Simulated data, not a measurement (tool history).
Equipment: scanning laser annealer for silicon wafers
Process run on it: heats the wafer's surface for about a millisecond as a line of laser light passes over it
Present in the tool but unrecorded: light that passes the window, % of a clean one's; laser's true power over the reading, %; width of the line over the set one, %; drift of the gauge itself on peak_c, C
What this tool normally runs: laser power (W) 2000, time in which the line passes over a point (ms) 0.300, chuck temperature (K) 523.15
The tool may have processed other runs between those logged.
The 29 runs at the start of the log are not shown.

run,hour,laser power (W),time in which the line passes over a point (ms),chuck temperature (K),hours of work since the window was cleaned,hours of work since the power meter was calibrated,hours of work since the optics were aligned,highest temperature of the surface (K)
30,325.9,2000,0.364,508.15,225,56,1434,1431.15
31,339.7,1799,0.234,527.15,231,63,1440,1162.15
32,345.7,2000,0.283,523.15,234,65,1443,1324.15
33,359.8,1963,0.227,543.15,240,71,1449,1233.15
34,366.5,1963,0.227,543.15,243,74,1452,1235.15
35,375.8,1963,0.248,497.15,247,78,1456,1225.15
36,381.8,2097,0.304,523.15,250,81,1459,1405.15
37,394.6,2000,0.243,523.15,256,87,1465,1256.15
38,401.3,2000,0.300,484.15,258,90,1468,1312.15
39,410.6,2000,0.300,484.15,263,94,1472,1311.15
40,416.9,2000,0.300,484.15,265,97,1474,1309.15
41,428.5,1939,0.234,497.15,270,102,1480,1189.15

Alternative continuations, all from the tool just after run 41; predict every row:
A,442.2,1939,0.345,497.15,276,108,1486,?
B,442.2,1878,0.240,523.15,276,108,1486,?
C,442.2,1939,0.305,496.15,276,108,1486,?
D,442.2,1939,0.234,504.15,276,108,1486,?

run,highest temperature of the surface (K)
A,1357.15
B,1199.15
C,1301.15
D,1193.15
With the hidden condition removed and each run's random variation left untouched, the same runs would have given:
run,highest temperature of the surface (K)
A,1379.15
B,1217.15
C,1321.15
D,1210.15
